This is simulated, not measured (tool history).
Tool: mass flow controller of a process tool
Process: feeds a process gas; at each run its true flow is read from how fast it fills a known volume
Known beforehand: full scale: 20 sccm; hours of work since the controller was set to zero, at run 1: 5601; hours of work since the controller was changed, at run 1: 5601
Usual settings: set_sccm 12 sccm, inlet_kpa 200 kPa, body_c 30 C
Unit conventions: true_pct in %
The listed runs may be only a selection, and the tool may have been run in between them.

run,day,set_sccm,inlet_kpa,body_c,hours of work since the controller was set to zero,hours of work since the controller was changed,true_pct
1,0.000,12,200,30,5601,5601,101.10
2,6.767,12,200,30,5715,5715,100.91
3,20.946,12,200,30,5952,5952,100.99
4,28.467,12,200,30,6078,6078,101.09
5,39.408,12,188,30,6261,6261,100.98
6,45.867,12,200,29,6369,6369,101.21
7,52.458,12,200,29,6480,6480,101.17
8,65.433,12,200,29,6697,6697,101.24
9,73.571,12,200,30,6833,6833,101.30
10,83.754,3,200,35,7004,7004,97.33
11,94.346,3,200,35,7181,7181,97.52
12,106.162,12,182,30,7379,7379,101.45
# day 107.025: controller's zero set anew
13,115.829,3,200,32,147,7541,95.69
14,128.683,12,202,35,363,7756,101.06
15,136.421,12,202,35,492,7885,101.03
16,147.004,4,200,30,669,8063,97.20
17,161.354,4,185,39,910,8303,97.18
18,174.946,4,185,39,1137,8531,97.02

Alternative continuations, all from the tool just after run 18; predict every row:
# day 184.038: controller's zero set anew, once more
A,185.883,4,185,40,31,8713,?
# day 184.038: controller's zero set anew, once more
B,185.883,12,200,37,31,8713,?
# day 184.038: controller's zero set anew, once more
C,185.883,4,197,39,31,8713,?
# day 184.038: controller's zero set anew, once more
D,185.883,4,141,36,31,8713,?
# day 184.038: controller's zero set anew, once more
E,185.883,17,237,36,31,8713,?

run,true_pct
A,101.93
B,102.84
C,102.05
D,102.00
E,103.39
With the hidden condition removed and each run's random variation left untouched, the same runs would have given:
run,true_pct
A,98.20
B,99.00
C,98.32
D,98.26
E,99.54
